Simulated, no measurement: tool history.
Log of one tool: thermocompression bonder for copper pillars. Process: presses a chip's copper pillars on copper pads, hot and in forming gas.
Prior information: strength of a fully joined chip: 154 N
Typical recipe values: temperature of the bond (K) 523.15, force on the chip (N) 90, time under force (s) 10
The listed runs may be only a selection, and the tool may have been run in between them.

run	hour	temperature of the bond (K)	force on the chip (N)	time under force (s)	force that shears a chip off (N)
1	0.0	523.15	90	10	107.4
2	23.4	523.15	54	10	81.0
3	46.3	523.15	54	10	81.1
4	61.6	523.15	54	10	80.3
5	75.5	523.15	90	10	104.5
6	86.2	523.15	105	10	111.3
7	100.3	523.15	105	10	113.0
8	121.3	519.15	105	10	107.9
9	131.7	519.15	105	10	108.6
10	144.3	519.15	105	10	108.5
11	167.0	510.15	90	10	93.9
# hour 178.7: forming gas filter changed
12	179.5	510.15	90	10	98.5
13	202.5	510.15	90	10	97.8
14	224.3	510.15	90	10	98.2
15	250.0	510.15	90	10	98.3
16	263.7	510.15	90	10	98.3
17	280.1	510.15	90	10	97.5
18	299.3	510.15	90	10	97.7
19	314.4	510.15	90	10	97.7
20	336.3	523.15	74	10	99.0
21	351.0	498.15	126	15	113.9
22	371.4	498.15	126	15	114.7
23	384.9	535.15	90	10	119.4
24	403.8	535.15	90	10	117.7
25	422.0	553.15	74	11	124.2
26	440.1	553.15	74	11	125.5
27	457.7	553.15	74	11	125.2
28	482.4	537.15	59	14	109.1
29	492.9	537.15	59	14	109.5
30	503.3	523.15	105	7	106.0
31	515.5	543.15	108	18	143.1
32	526.8	547.15	116	16	142.2
33	537.3	529.15	65	10	97.5
34	559.8	514.15	134	10	119.3
35	580.9	526.15	98	24	134.5
36	604.6	516.15	122	14	124.9
37	625.4	516.15	122	14	124.6
38	641.9	523.15	90	19	124.0
39	657.0	548.15	74	10	119.3

Below, some changes in force that shears a chip off (N) between adjacent runs. For each, the amount present without the hidden state too (settings, incoming material, random variation) and the amount remaining for the hidden state with gauge scatter not shared by both compared results:
What the log doesn't record here: true temperature of the bond over the reading, C; force that reaches the chip, % of what is set; oxide that the forming gas leaves, % of the face; drift of the gauge itself on shear_n, %.
Run 1 -> 2: force on the chip (N) 90 -> 54. force that shears a chip off (N) -26.4: hidden state +0.8, all else -27.2.
Run 11 -> 12: forming gas filter changed. force that shears a chip off (N) +4.6: hidden state +3.2, all else +1.4.
Run 30 -> 31: temperature of the bond (K) 523.15 -> 543.15, force on the chip (N) 105 -> 108, time under force (s) 7 -> 18. force that shears a chip off (N) +37.1: hidden state -2.1, all else +39.2.
Run 32 -> 33: temperature of the bond (K) 547.15 -> 529.15, force on the chip (N) 116 -> 65, time under force (s) 16 -> 10. force that shears a chip off (N) -44.7: hidden state +2.4, all else -47.1.
